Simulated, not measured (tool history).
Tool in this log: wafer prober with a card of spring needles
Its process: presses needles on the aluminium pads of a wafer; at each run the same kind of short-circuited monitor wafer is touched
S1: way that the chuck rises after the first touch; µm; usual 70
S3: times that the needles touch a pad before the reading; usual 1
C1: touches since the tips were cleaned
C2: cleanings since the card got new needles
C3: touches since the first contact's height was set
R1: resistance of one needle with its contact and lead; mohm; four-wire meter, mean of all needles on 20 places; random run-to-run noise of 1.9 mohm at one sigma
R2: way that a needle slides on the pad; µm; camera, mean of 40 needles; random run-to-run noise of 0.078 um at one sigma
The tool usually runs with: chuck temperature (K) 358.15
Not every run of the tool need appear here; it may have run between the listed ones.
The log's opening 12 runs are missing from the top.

-- day=16.567 tips cleaned on abrasive film
run 13 day=16.967 | S1=70 chuck_temperature_(K)=366.15 S3=1 | C1=1835 C2=80 C3=95257 | R1=302 R2=18.75
-- day=17.479 tips cleaned on abrasive film
run 14 day=17.9 | S1=70 chuck_temperature_(K)=366.15 S3=1 | C1=1939 C2=81 C3=99510 | R1=304 R2=18.87
-- day=18.471 tips cleaned on abrasive film
run 15 day=18.862 | S1=70 chuck_temperature_(K)=366.15 S3=1 | C1=1797 C2=82 C3=103893 | R1=298 R2=18.81
-- day=19.421 tips cleaned on abrasive film
-- day=20.338 tips cleaned on abrasive film
run 16 day=20.338 | S1=70 chuck_temperature_(K)=366.15 S3=1 | C1=0 C2=84 C3=110588 | R1=218 R2=18.84
-- day=21.275 tips cleaned on abrasive film
run 17 day=21.771 | S1=88 chuck_temperature_(K)=313.15 S3=2 | C1=2270 C2=85 C3=117124 | R1=240 R2=23.63
-- day=22.254 tips cleaned on abrasive film
run 18 day=23.133 | S1=88 chuck_temperature_(K)=313.15 S3=2 | C1=4034 C2=86 C3=123349 | R1=255 R2=23.62
-- day=23.325 tips cleaned on abrasive film
-- day=24.358 tips cleaned on abrasive film
run 19 day=24.975 | S1=88 chuck_temperature_(K)=313.15 S3=2 | C1=2806 C2=88 C3=131718 | R1=246 R2=23.45
-- day=25.317 tips cleaned on abrasive film
run 20 day=26.196 | S1=65 chuck_temperature_(K)=358.15 S3=2 | C1=4018 C2=89 C3=137296 | R1=321 R2=17.22
-- day=26.35 tips cleaned on abrasive film
-- day=27.288 tips cleaned on abrasive film
-- day=27.3 height of the first contact set anew
run 21 day=27.683 | S1=70 chuck_temperature_(K)=299.15 S3=3 | C1=1757 C2=91 C3=1757 | R1=229 R2=19.31
-- day=28.3 tips cleaned on abrasive film
run 22 day=28.588 | S1=70 chuck_temperature_(K)=299.15 S3=3 | C1=1319 C2=92 C3=5871 | R1=223 R2=19.3
-- day=29.267 tips cleaned on abrasive film
-- day=30.217 tips cleaned on abrasive film
run 23 day=30.612 | S1=70 chuck_temperature_(K)=375.15 S3=1 | C1=1819 C2=94 C3=15090 | R1=294 R2=19.28
-- day=31.138 tips cleaned on abrasive film
run 24 day=31.617 | S1=56 chuck_temperature_(K)=375.15 S3=3 | C1=2193 C2=95 C3=19665 | R1=277 R2=15.39
-- day=32.079 tips cleaned on abrasive film
run 25 day=32.712 | S1=56 chuck_temperature_(K)=375.15 S3=3 | C1=2890 C2=96 C3=24649 | R1=295 R2=15.28
-- day=33.067 tips cleaned on abrasive film
-- day=34.054 tips cleaned on abrasive film
run 26 day=34.658 | S1=53 chuck_temperature_(K)=333.15 S3=3 | C1=2766 C2=98 C3=33512 | R1=292 R2=14.54
-- day=35.054 tips cleaned on abrasive film
run 27 day=35.688 | S1=70 chuck_temperature_(K)=345.15 S3=1 | C1=2894 C2=99 C3=38201 | R1=347 R2=19.16
-- day=35.967 tips cleaned on abrasive film
-- day=36.888 tips cleaned on abrasive film
run 28 day=37.671 | S1=70 chuck_temperature_(K)=325.15 S3=2 | C1=3584 C2=101 C3=47238 | R1=292 R2=19.05
-- day=37.917 tips cleaned on abrasive film
-- day=38.825 tips cleaned on abrasive film
run 29 day=39.192 | S1=70 chuck_temperature_(K)=325.15 S3=2 | C1=1671 C2=103 C3=54153 | R1=251 R2=18.93
-- day=39.758 tips cleaned on abrasive film
-- day=40.696 tips cleaned on abrasive film
run 30 day=40.875 | S1=80 chuck_temperature_(K)=331.15 S3=2 | C1=804 C2=105 C3=61808 | R1=226 R2=21.9
-- day=41.712 tips cleaned on abrasive film
run 31 day=41.896 | S1=70 chuck_temperature_(K)=298.15 S3=1 | C1=830 C2=106 C3=66463 | R1=264 R2=18.97

Alternative continuations, all from the tool just after run 31; predict every row:
-- day=42.662 tips cleaned on abrasive film
-- day=43.721 tips cleaned on abrasive film
run A day=43.725 | S1=70 chuck_temperature_(K)=327.15 S3=1 | C1=16 C2=108 C3=74797 | R1=? R2=?
-- day=42.662 tips cleaned on abrasive film
-- day=43.721 tips cleaned on abrasive film
run B day=43.725 | S1=66 chuck_temperature_(K)=396.15 S3=2 | C1=16 C2=108 C3=74797 | R1=? R2=?
-- day=42.662 tips cleaned on abrasive film
-- day=43.721 tips cleaned on abrasive film
run C day=43.725 | S1=70 chuck_temperature_(K)=298.15 S3=1 | C1=16 C2=108 C3=74797 | R1=? R2=?

run=A R1=223 R2=19.01
run=B R1=234 R2=17.89
run=C R1=217 R2=19
Take away the tool's hidden state, keep each run's random variation, and the runs would have read:
run=A R1=197 R2=19.46
run=B R1=215 R2=18.35
run=C R1=190 R2=19.46
